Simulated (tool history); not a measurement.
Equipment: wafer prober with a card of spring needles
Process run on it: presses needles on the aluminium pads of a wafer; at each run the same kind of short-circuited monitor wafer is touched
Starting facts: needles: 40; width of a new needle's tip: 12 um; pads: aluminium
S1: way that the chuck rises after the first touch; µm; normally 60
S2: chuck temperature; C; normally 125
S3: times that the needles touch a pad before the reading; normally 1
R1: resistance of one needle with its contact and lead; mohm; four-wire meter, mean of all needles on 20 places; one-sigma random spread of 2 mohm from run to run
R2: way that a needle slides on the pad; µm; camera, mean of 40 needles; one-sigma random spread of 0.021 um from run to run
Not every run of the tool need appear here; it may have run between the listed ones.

Run 1, day 0: usual settings. Result: R1 235 mohm, R2 10.44 µm.
At day 0.85: height of the first contact set anew.
At day 0.958: tips cleaned on abrasive film.
Run 2, day 0.958: usual settings. Result: R1 221 mohm, R2 10.51 µm.
At day 2.096: tips cleaned on abrasive film.
Run 3, day 2.096: usual settings. Result: R1 223 mohm, R2 10.5 µm.
Run 4, day 2.879: usual settings. Result: R1 252 mohm, R2 10.51 µm.
At day 3.25: tips cleaned on abrasive film.
Run 5, day 3.621: usual settings. Result: R1 238 mohm, R2 10.53 µm.
At day 4.429: tips cleaned on abrasive film.
Run 6, day 4.488: usual settings. Result: R1 225 mohm, R2 10.47 µm.
Run 7, day 5.542: usual settings. Result: R1 257 mohm, R2 10.46 µm.
At day 5.625: tips cleaned on abrasive film.
Run 8, day 6.554: usual settings. Result: R1 253 mohm, R2 10.47 µm.
At day 6.779: tips cleaned on abrasive film.
Run 9, day 7.179: usual settings but S1 44 µm. Result: R1 259 mohm, R2 7.61 µm.
At day 7.971: tips cleaned on abrasive film.
Run 10, day 8.517: usual settings but S1 43 µm, S2 109 C. Result: R1 266 mohm, R2 7.48 µm.
At day 9.15: tips cleaned on abrasive film.
Run 11, day 9.396: usual settings but S1 43 µm, S2 109 C. Result: R1 247 mohm, R2 7.42 µm.
At day 10.292: tips cleaned on abrasive film.
Run 12, day 10.358: usual settings but S1 43 µm, S2 109 C. Result: R1 236 mohm, R2 7.39 µm.
Run 13, day 11.033: usual settings but S1 43 µm, S2 109 C. Result: R1 271 mohm, R2 7.42 µm.

Pick out some run-to-run changes in R1. Of each, how much would a tool without hidden state show as well, from the settings, what came in and chance, and how much is left for the hidden state and any gauge scatter not in both results compared?
Hidden state at play: debris on the tips, nm; way that the needles fall short of the set height, um; tips' diameter, um; drift of the gauge itself on contact_mohm, %; drift of the gauge itself on scrub_um, %.
Run 12 -> 13: settings left as they were, no log entry in between. R1 +35 mohm: hidden state +37, all else -2.

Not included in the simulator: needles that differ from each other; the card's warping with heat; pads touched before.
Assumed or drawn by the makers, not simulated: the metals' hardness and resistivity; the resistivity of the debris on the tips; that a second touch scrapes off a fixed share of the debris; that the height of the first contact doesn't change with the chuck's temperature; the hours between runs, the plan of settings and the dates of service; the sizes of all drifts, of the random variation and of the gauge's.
